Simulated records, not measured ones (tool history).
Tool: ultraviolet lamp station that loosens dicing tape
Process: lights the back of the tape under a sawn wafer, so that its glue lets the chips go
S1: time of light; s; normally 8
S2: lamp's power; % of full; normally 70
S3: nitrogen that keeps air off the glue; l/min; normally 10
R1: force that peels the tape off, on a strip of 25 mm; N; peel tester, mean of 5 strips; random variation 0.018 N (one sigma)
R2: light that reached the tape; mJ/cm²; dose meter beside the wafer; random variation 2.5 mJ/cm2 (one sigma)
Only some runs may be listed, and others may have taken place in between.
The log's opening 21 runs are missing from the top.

run   hour  S1  S2  S3     R1   R2
 22  145.9   8  70  10  1.250  237
 23  150.5   8  70   8  1.398  237
 24  155.6  10  76  12  0.587  320
 25  162.2  10  76  12  0.621  319
 26  168.1  11  97   5  0.604  454
 27  175.6   5  70  10  2.371  148
 28  182.7   5  70  10  2.493  144
 29  190.2  13  70  10  0.478  379
 30  194.3  14  70  10  0.393  409
 31  202.1   6  70  13  1.755  176
 32  208.8   6  70  13  1.657  173
 33  214.4   7  75  13  1.263  220
 34  221.1   8  75   4  2.056  247
 35  227.2   8  70   8  1.447  233
 36  232.0   8  76  10  1.090  250
 37  236.1   8  76   3  2.215  255
 38  243.2   8  76   3  2.303  247
 39  247.8   8  76   3  2.345  242

Expected results for the next run?
 40  256.2   8  76   3   ?   ?

Run 40 produced R1 2.333 N, R2 248 mJ/cm².
With the hidden condition absent and the run-to-run variation left alone, this run would have shown R1 1.703 N, R2 318 mJ/cm².
